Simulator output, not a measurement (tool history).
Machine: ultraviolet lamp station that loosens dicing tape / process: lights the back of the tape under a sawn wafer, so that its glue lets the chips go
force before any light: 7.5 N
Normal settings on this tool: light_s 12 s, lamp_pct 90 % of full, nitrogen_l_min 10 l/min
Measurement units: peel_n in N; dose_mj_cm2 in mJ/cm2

Run 1, hour 0.0: usual settings. Result: peel_n 0.535 N, dose_mj_cm2 540 mJ/cm2.
Run 2, hour 44.1: usual settings but lamp_pct 85 % of full. Result: peel_n 0.651 N, dose_mj_cm2 503 mJ/cm2.
Run 3, hour 126.0: usual settings but lamp_pct 85 % of full. Result: peel_n 0.733 N, dose_mj_cm2 465 mJ/cm2.
Run 4, hour 191.0: usual settings but lamp_pct 85 % of full. Result: peel_n 0.790 N, dose_mj_cm2 449 mJ/cm2.
At hour 233.1: window cleaned of glue's vapour.
Run 5, hour 255.1: usual settings but nitrogen_l_min 8 l/min. Result: peel_n 0.584 N, dose_mj_cm2 565 mJ/cm2.
Run 6, hour 338.0: usual settings. Result: peel_n 0.550 N, dose_mj_cm2 546 mJ/cm2.
Run 7, hour 411.0: usual settings. Result: peel_n 0.565 N, dose_mj_cm2 516 mJ/cm2.
Run 8, hour 455.1: usual settings. Result: peel_n 0.619 N, dose_mj_cm2 504 mJ/cm2.
Run 9, hour 537.9: usual settings. Result: peel_n 0.695 N, dose_mj_cm2 476 mJ/cm2.
Run 10, hour 615.6: usual settings. Result: peel_n 0.761 N, dose_mj_cm2 456 mJ/cm2.
At hour 630.1: window cleaned of glue's vapour.
Run 11, hour 681.7: usual settings. Result: peel_n 0.564 N, dose_mj_cm2 521 mJ/cm2.
Run 12, hour 736.8: usual settings. Result: peel_n 0.631 N, dose_mj_cm2 508 mJ/cm2.
Run 13, hour 810.1: usual settings. Result: peel_n 0.690 N, dose_mj_cm2 480 mJ/cm2.
Run 14, hour 854.7: usual settings. Result: peel_n 0.733 N, dose_mj_cm2 466 mJ/cm2.
Run 15, hour 900.7: usual settings but light_s 13 s, lamp_pct 84 % of full, nitrogen_l_min 4 l/min. Result: peel_n 1.372 N, dose_mj_cm2 462 mJ/cm2.
Run 16, hour 938.7: usual settings but light_s 18 s, lamp_pct 75 % of full, nitrogen_l_min 4 l/min. Result: peel_n 1.035 N, dose_mj_cm2 556 mJ/cm2.
Run 17, hour 992.8: usual settings but light_s 14 s, lamp_pct 95 % of full, nitrogen_l_min 3 l/min. Result: peel_n 1.386 N, dose_mj_cm2 526 mJ/cm2.
At hour 1021.6: window cleaned of glue's vapour.
Run 18, hour 1037.6: usual settings but light_s 14 s, lamp_pct 95 % of full, nitrogen_l_min 3 l/min. Result: peel_n 1.019 N, dose_mj_cm2 615 mJ/cm2.
Run 19, hour 1088.2: usual settings but light_s 21 s, lamp_pct 73 % of full, nitrogen_l_min 14 l/min. Result: peel_n 0.238 N, dose_mj_cm2 688 mJ/cm2.
Run 20, hour 1155.1: usual settings but light_s 21 s, lamp_pct 73 % of full, nitrogen_l_min 14 l/min. Result: peel_n 0.257 N, dose_mj_cm2 652 mJ/cm2.
Run 21, hour 1211.3: usual settings but lamp_pct 64 % of full, nitrogen_l_min 6 l/min. Result: peel_n 1.890 N, dose_mj_cm2 322 mJ/cm2.
Run 22, hour 1258.0: usual settings but lamp_pct 64 % of full, nitrogen_l_min 6 l/min. Result: peel_n 2.025 N, dose_mj_cm2 306 mJ/cm2.

Branching from run 22: 4 alternative next runs. What would each branch give?
Run A, hour 1325.0: usual settings but lamp_pct 86 % of full, nitrogen_l_min 6 l/min. Result: peel_n ?, dose_mj_cm2 ?.
Run B, hour 1325.0: usual settings but light_s 10 s, lamp_pct 88 % of full, nitrogen_l_min 6 l/min. Result: peel_n ?, dose_mj_cm2 ?.
Run C, hour 1325.0: usual settings but light_s 19 s, lamp_pct 88 % of full, nitrogen_l_min 14 l/min. Result: peel_n ?, dose_mj_cm2 ?.
Run D, hour 1325.0: usual settings but light_s 6 s, lamp_pct 91 % of full, nitrogen_l_min 12 l/min. Result: peel_n ?, dose_mj_cm2 ?.

run  peel_n  dose_mj_cm2
  A   1.407          399
  B   1.850          340
  C   0.274          643
  D   2.337          209
Had the tool no hidden state, the same runs would have come out as:
run  peel_n  dose_mj_cm2
  A   0.635          606
  B   0.917          515
  C   0.130          977
  D   1.312          318

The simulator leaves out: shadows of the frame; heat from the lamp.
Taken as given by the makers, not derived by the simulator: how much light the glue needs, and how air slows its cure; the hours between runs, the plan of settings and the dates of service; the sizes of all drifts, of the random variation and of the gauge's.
